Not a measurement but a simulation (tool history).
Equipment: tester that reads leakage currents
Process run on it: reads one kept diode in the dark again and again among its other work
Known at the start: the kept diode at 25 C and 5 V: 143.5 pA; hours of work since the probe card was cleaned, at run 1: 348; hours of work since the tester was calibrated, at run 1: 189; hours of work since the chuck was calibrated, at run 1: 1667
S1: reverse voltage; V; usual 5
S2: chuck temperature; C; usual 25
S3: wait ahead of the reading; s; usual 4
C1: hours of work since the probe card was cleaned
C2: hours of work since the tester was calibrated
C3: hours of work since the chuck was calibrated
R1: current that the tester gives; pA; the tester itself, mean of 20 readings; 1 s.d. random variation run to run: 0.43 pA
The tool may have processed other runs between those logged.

{"run": 1, "hour": 0.0, "S1": 5, "S2": 25, "S3": 4, "C1": 348, "C2": 189, "C3": 1667, "R1": 144.15}
{"run": 2, "hour": 24.0, "S1": 5, "S2": 25, "S3": 4, "C1": 365, "C2": 206, "C3": 1683, "R1": 143.86}
{"run": 3, "hour": 47.4, "S1": 5, "S2": 25, "S3": 4, "C1": 381, "C2": 222, "C3": 1700, "R1": 144.22}
{"run": 4, "hour": 67.8, "S1": 5, "S2": 26, "S3": 4, "C1": 395, "C2": 236, "C3": 1714, "R1": 156.26}
{"run": 5, "hour": 92.3, "S1": 5, "S2": 26, "S3": 4, "C1": 413, "C2": 253, "C3": 1731, "R1": 155.8}
{"run": 6, "hour": 132.5, "S1": 5, "S2": 26, "S3": 4, "C1": 441, "C2": 281, "C3": 1759, "R1": 155.5}
{"run": 7, "hour": 172.4, "S1": 5, "S2": 26, "S3": 4, "C1": 468, "C2": 309, "C3": 1787, "R1": 156.34}
{"run": 8, "hour": 204.3, "S1": 5, "S2": 26, "S3": 4, "C1": 491, "C2": 331, "C3": 1809, "R1": 156.18}
{"run": 9, "hour": 231.8, "S1": 5, "S2": 26, "S3": 4, "C1": 510, "C2": 351, "C3": 1828, "R1": 156.07}
{"run": 10, "hour": 260.4, "S1": 11.14, "S2": 26, "S3": 4, "C1": 530, "C2": 371, "C3": 1848, "R1": 209.12}
{"run": 11, "hour": 299.0, "S1": 11.14, "S2": 26, "S3": 4, "C1": 557, "C2": 397, "C3": 1875, "R1": 209.9}
{"run": 12, "hour": 333.1, "S1": 11.14, "S2": 26, "S3": 4, "C1": 580, "C2": 421, "C3": 1899, "R1": 208.7}
{"run": 13, "hour": 362.6, "S1": 5, "S2": 25, "S3": 4, "C1": 601, "C2": 442, "C3": 1919, "R1": 143.58}
{"run": 14, "hour": 393.7, "S1": 5, "S2": 25, "S3": 4, "C1": 623, "C2": 463, "C3": 1941, "R1": 144.42}
{"run": 15, "hour": 414.1, "S1": 5, "S2": 25, "S3": 4, "C1": 637, "C2": 478, "C3": 1955, "R1": 144.21}
{"run": 16, "hour": 437.1, "S1": 5, "S2": 25, "S3": 4, "C1": 653, "C2": 494, "C3": 1971, "R1": 144.49}
{"run": 17, "hour": 473.2, "S1": 1.5, "S2": 25, "S3": 4, "C1": 678, "C2": 519, "C3": 1996, "R1": 92.94}
{"hour": 508.7, "done": "chuck's temperature calibrated"}
{"run": 18, "hour": 515.8, "S1": 1.5, "S2": 25, "S3": 4, "C1": 706, "C2": 547, "C3": 5, "R1": 92.91}
{"run": 19, "hour": 534.6, "S1": 1.5, "S2": 25, "S3": 4, "C1": 719, "C2": 560, "C3": 18, "R1": 92.65}
{"run": 20, "hour": 574.5, "S1": 2.19, "S2": 25, "S3": 4, "C1": 747, "C2": 588, "C3": 46, "R1": 106.12}
{"run": 21, "hour": 598.0, "S1": 5, "S2": 25, "S3": 1.03, "C1": 764, "C2": 604, "C3": 62, "R1": 144.3}
{"run": 22, "hour": 623.9, "S1": 2.4, "S2": 25, "S3": 0.65, "C1": 782, "C2": 622, "C3": 80, "R1": 110.78}
{"run": 23, "hour": 647.9, "S1": 6.57, "S2": 21, "S3": 2.82, "C1": 798, "C2": 639, "C3": 97, "R1": 114.37}
{"run": 24, "hour": 671.3, "S1": 1.88, "S2": 25, "S3": 4, "C1": 815, "C2": 655, "C3": 113, "R1": 101.3}
{"run": 25, "hour": 702.2, "S1": 14.18, "S2": 21, "S3": 1.6, "C1": 836, "C2": 677, "C3": 135, "R1": 151.94}

What does the tool deliver on the next run?
{"run": 26, "hour": 721.8, "S1": 14.18, "S2": 21, "S3": 1.6, "C1": 850, "C2": 691, "C3": 148, "R1": "?"}

R1: 153.08 pA
On a tool with no hidden condition, and with the same random variation, this run would have come out at R1 152.98 pA.
